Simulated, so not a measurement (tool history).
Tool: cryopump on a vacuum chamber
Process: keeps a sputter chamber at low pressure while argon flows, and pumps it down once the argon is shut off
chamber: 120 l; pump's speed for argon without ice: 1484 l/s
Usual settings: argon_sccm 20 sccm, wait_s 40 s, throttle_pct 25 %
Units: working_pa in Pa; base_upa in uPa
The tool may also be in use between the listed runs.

run	hour	argon_sccm	wait_s	throttle_pct	working_pa	base_upa
1	0.0	20	40	25	0.0920	1.11
2	50.8	20	40	25	0.0926	1.22
3	90.3	20	40	19	0.1219	1.24
4	122.2	20	40	19	0.1217	1.25
5	171.2	20	40	43	0.0550	1.33
6	205.6	20	40	43	0.0556	1.32
7	261.9	20	40	43	0.0558	1.37
8	311.7	20	40	25	0.0937	1.38
9	355.1	20	40	25	0.0950	1.46
10	382.3	20	40	25	0.0953	1.45
# hour 401.8: pump warmed up, emptied and cooled again
11	414.1	8	40	25	0.0368	1.35
12	459.1	20	40	25	0.0923	1.41
13	494.1	20	40	25	0.0927	1.39
14	546.6	20	40	25	0.0918	1.47
15	604.5	22	40	25	0.1036	1.49
16	631.5	22	40	25	0.1030	1.61
17	659.3	20	40	21	0.1103	1.60
18	692.4	20	101	44	0.0549	1.18
19	752.3	10	40	25	0.0479	1.60
20	796.3	17	55	19	0.1053	1.57
# hour 806.4: pump warmed up, emptied and cooled again
21	841.4	12	71	25	0.0558	1.26
22	898.1	20	126	46	0.0503	1.18
23	943.1	15	126	27	0.0644	1.22
24	979.5	34	126	42	0.0955	1.24
25	1030.0	9	40	16	0.0652	1.87
26	1058.2	9	230	16	0.0654	1.20

5 ways to go on from here, each from the tool as it stands after run 26. What would each give?
A	1097.4	37	65	18	?	?
B	1097.4	14	135	35	?	?
C	1097.4	17	40	25	?	?
D	1097.4	9	240	59	?	?
E	1097.4	9	230	37	?	?

run	working_pa	base_upa
A	0.2406	1.61
B	0.0480	1.40
C	0.0803	1.87
D	0.0187	1.27
E	0.0297	1.26
Without the tool's hidden state the same runs would have given:
run	working_pa	base_upa
A	0.2338	0.66
B	0.0454	0.45
C	0.0772	0.91
D	0.0171	0.31
E	0.0281	0.32
